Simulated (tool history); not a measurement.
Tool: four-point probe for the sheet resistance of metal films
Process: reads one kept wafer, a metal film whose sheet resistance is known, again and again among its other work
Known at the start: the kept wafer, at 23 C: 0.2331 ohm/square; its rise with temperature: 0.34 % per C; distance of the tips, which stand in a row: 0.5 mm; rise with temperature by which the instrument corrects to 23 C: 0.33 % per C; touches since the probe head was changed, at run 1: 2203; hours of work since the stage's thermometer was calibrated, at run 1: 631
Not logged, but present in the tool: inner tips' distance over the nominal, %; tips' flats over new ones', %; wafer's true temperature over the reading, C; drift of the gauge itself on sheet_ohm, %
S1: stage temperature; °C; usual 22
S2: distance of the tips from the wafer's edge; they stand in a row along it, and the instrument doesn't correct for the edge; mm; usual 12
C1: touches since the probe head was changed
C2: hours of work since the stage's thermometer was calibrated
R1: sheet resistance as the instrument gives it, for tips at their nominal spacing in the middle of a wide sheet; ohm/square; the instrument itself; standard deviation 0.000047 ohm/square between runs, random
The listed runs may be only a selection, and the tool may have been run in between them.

run	day	S1	S2	C1	C2	R1
1	0	22	12	2203	631	0.234083
2	0.679	22	12	3128	642	0.23414
3	1.667	22	12	4472	657	0.234001
4	2.254	22	12	5268	666	0.233996
5	3.05	20	12	6356	678	0.233934
6	4.058	20	12	7727	694	0.233771
7	4.508	20	12	8340	701	0.233797
8	5.383	22	3	9527	714	0.236999
9	6.346	22	3	10841	729	0.236848
10	7.108	22	30	11876	741	0.233547
11	7.758	22	30	12764	751	0.233402
12	8.3	22	30	13497	760	0.233346
13	9.204	22	30	14728	774	0.233351
14	10.117	33	12	15974	788	0.233705
15	10.592	33	12	16620	795	0.233726
16	11.142	33	12	17364	804	0.233697
17	11.871	23	12	18358	815	0.233364
18	12.512	22	12	19230	825	0.233318
19	13.083	22	12	20012	834	0.233205

What will run 20 give?
20	14.071	22	12	21353	849	?

For run 20 the tool returned R1 0.233106 ohm/square.
Had the tool carried no hidden state, the very same run would have given R1 0.233238 ohm/square.

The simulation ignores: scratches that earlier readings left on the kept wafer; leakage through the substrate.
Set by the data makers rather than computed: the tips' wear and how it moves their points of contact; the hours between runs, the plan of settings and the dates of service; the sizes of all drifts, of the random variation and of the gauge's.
